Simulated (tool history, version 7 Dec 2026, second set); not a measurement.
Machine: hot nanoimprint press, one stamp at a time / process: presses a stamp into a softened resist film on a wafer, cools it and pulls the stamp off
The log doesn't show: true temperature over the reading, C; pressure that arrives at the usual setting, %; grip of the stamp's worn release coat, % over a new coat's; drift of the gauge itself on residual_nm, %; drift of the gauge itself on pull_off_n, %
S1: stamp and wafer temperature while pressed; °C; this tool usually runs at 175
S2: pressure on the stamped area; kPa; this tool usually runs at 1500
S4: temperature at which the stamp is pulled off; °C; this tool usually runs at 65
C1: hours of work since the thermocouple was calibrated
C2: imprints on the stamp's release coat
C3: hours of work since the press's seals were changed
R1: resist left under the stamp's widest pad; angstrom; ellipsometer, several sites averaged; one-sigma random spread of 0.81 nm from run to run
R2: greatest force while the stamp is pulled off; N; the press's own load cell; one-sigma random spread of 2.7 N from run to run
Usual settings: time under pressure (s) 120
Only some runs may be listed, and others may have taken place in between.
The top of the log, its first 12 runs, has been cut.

At hour 192.3: stamp cleaned and given a new release coat.
Run 13, hour 197.3: usual settings but S4 64 °C; C1 329; C2 15; C3 192. Result: R1 2500 angstrom, R2 132 N.
Run 14, hour 217.7: usual settings but S4 64 °C; C1 339; C2 76; C3 202. Result: R1 2511 angstrom, R2 131 N.
At hour 221.8: plate thermocouple calibrated.
Run 15, hour 243.4: usual settings but S4 64 °C; C1 10; C2 143; C3 213. Result: R1 2497 angstrom, R2 131 N.
Run 16, hour 252.9: usual settings but S4 64 °C; C1 15; C2 172; C3 217. Result: R1 2497 angstrom, R2 134 N.
Run 17, hour 275.9: usual settings but S1 185 °C, time under pressure (s) 87; C1 26; C2 240; C3 228. Result: R1 2282 angstrom, R2 134 N.
Run 18, hour 288.0: usual settings but S1 181 °C, S2 2050 kPa, time under pressure (s) 102, S4 60 °C; C1 32; C2 276; C3 234. Result: R1 1940 angstrom, R2 134 N.
Run 19, hour 308.2: usual settings but S1 181 °C, S2 2050 kPa, time under pressure (s) 102, S4 60 °C; C1 42; C2 336; C3 244. Result: R1 1948 angstrom, R2 140 N.
Run 20, hour 324.4: usual settings but S2 1190 kPa, time under pressure (s) 169, S4 58 °C; C1 50; C2 384; C3 252. Result: R1 2534 angstrom, R2 143 N.
At hour 337.2: plate thermocouple calibrated, once more.
Run 21, hour 347.7: usual settings but S2 950 kPa, S4 72 °C; C1 5; C2 444; C3 262. Result: R1 3336 angstrom, R2 134 N.
Run 22, hour 365.0: usual settings but S1 176 °C, S2 1890 kPa, time under pressure (s) 167, S4 73 °C; C1 13; C2 496; C3 270. Result: R1 1971 angstrom, R2 128 N.
Run 23, hour 380.5: usual settings but S1 163 °C, S2 1170 kPa, time under pressure (s) 220, S4 73 °C; C1 21; C2 542; C3 277. Result: R1 3219 angstrom, R2 139 N.
Run 24, hour 394.9: usual settings but S1 163 °C, S2 1170 kPa, time under pressure (s) 220, S4 73 °C; C1 28; C2 584; C3 284. Result: R1 3203 angstrom, R2 132 N.
Run 25, hour 406.2: usual settings but S1 163 °C, S2 1170 kPa, time under pressure (s) 220, S4 73 °C; C1 33; C2 618; C3 290. Result: R1 3188 angstrom, R2 134 N.
Run 26, hour 417.6: usual settings but time under pressure (s) 166; C1 39; C2 652; C3 295. Result: R1 2306 angstrom, R2 139 N.
Run 27, hour 437.3: usual settings but S1 170 °C, time under pressure (s) 153; C1 48; C2 710; C3 305. Result: R1 2662 angstrom, R2 146 N.
Run 28, hour 452.7: usual settings but S1 172 °C, time under pressure (s) 153; C1 56; C2 756; C3 312. Result: R1 2538 angstrom, R2 141 N.
Run 29, hour 468.0: usual settings but S1 172 °C, time under pressure (s) 153; C1 63; C2 802; C3 320. Result: R1 2533 angstrom, R2 149 N.
Run 30, hour 486.8: usual settings but S2 1880 kPa, time under pressure (s) 86; C1 72; C2 858; C3 329. Result: R1 2550 angstrom, R2 151 N.
Run 31, hour 509.0: usual settings but time under pressure (s) 228; C1 83; C2 924; C3 340. Result: R1 2062 angstrom, R2 147 N.

Each row is a separate what-if for the run after 31, all from the same tool condition, not one after another. Results?
Run A, hour 523.9: usual settings but S2 1160 kPa, time under pressure (s) 183; C1 90; C2 968; C3 347. Result: R1 ?, R2 ?.
Run B, hour 523.9: usual settings but S2 1730 kPa, time under pressure (s) 228, S4 71 °C; C1 90; C2 968; C3 347. Result: R1 ?, R2 ?.
Run C, hour 523.9: usual settings but S2 2020 kPa, time under pressure (s) 102, S4 64 °C; C1 90; C2 968; C3 347. Result: R1 ?, R2 ?.

run    R1   R2
  A  2575  157
  B  1895  142
  C  2312  152
Had the tool no hidden state, the same runs would have come out as:
run    R1   R2
  A  2564  132
  B  1873  120
  C  2278  128

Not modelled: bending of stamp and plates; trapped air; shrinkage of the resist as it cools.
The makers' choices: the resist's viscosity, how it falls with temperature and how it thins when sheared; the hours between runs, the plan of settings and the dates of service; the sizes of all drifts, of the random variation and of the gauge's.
